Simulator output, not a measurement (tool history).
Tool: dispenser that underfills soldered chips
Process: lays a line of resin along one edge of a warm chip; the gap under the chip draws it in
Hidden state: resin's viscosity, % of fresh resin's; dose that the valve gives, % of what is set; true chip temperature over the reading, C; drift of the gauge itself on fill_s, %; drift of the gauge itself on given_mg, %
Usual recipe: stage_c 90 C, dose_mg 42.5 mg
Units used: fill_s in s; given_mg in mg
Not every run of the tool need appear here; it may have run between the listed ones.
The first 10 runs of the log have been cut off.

run   hour  stage_c  dose_mg  hours of work since the syringe was changed  hours of work since the valve was cleaned  hours of work since the stage was calibrated  fill_s  given_mg
      66.8  -- new syringe of resin
 11   70.9       90     42.5                                            3                                         72                                           168   178.8     39.76
 12   75.7       89     42.5                                            7                                         76                                           172   238.7     39.44
      79.2  -- new syringe of resin
 13   82.9       89     42.5                                            3                                         81                                           177   177.4     39.37
      85.2  -- dispensing valve cleaned and set on the balance
      92.4  -- new syringe of resin
 14   92.9       93     42.5                                            0                                          6                                           184   127.2     42.43
 15  101.5       93     42.5                                            7                                         12                                           191   202.9     41.91
     104.5  -- new syringe of resin
 16    110       76     42.5                                            4                                         19                                           197   321.9     41.94
     116.6  -- new syringe of resin
 17  116.6       76     42.5                                            0                                         23                                           202   232.8     41.68
 18  123.7       98     54.1                                            5                                         29                                           207   148.7     52.49
 19  127.4       78       53                                            8                                         32                                           210   387.6     51.12
     128.3  -- new syringe of resin
 20    133      102     51.1                                            4                                         36                                           214   116.2     49.36
 21  137.3       76     40.1                                            7                                         39                                           217     389     38.95
     140.3  -- new syringe of resin
 22  145.7       76     40.1                                            4                                         45                                           224   325.4     38.49
     152.3  -- new syringe of resin
 23  152.8       76     40.1                                            0                                         51                                           229   237.7     38.19
 24  159.2       76     40.1                                            5                                         55                                           234   342.2     38.17
     164.5  -- new syringe of resin
 25  166.9       76     41.3                                            2                                         61                                           240   267.9     38.83
 26  175.3      101     43.7                                            8                                         68                                           246   167.8        41
     176.2  -- new syringe of resin
 27  180.9      101     43.7                                            4                                         72                                           250   120.3     40.85
     188.4  -- new syringe of resin
 28    190       99     39.8                                            1                                         78                                           257   107.1     36.98
     195.4  -- dispensing valve cleaned and set on the balance
 29  197.5       79     48.3                                            6                                          2                                           262     317     48.19
     201.8  -- new syringe of resin
 30  205.7       99       47                                            3                                          8                                           268   118.8     46.83
 31  213.1       99       47                                            9                                         13                                           274   182.4     46.43
     214.1  -- new syringe of resin
 32  218.1       89     44.1                                            3                                         17                                           277   174.5     43.53
     226.2  -- new syringe of resin
 33  227.4       89     44.1                                            1                                         24                                           284   147.1     43.28
 34  232.8       90       47                                            5                                         28                                           288   194.9     45.85

3 options for the next run, each taken on its own from the tool as it stands now. Forecast them:
     238.3  -- new syringe of resin
  A  240.5       88     36.2                                            2                                         34                                           294       ?         ?
     238.3  -- new syringe of resin
  B  240.5       77       53                                            2                                         34                                           294       ?         ?
     238.3  -- new syringe of resin
  C  240.5       93       47                                            2                                         34                                           294       ?         ?

run  fill_s  given_mg
  A   169.2      35.1
  B   243.6     51.43
  C   133.7     45.94
Had the tool no hidden state, the same runs would have come out as:
run  fill_s  given_mg
  A   160.3     36.14
  B   233.6     52.96
  C     127      47.3
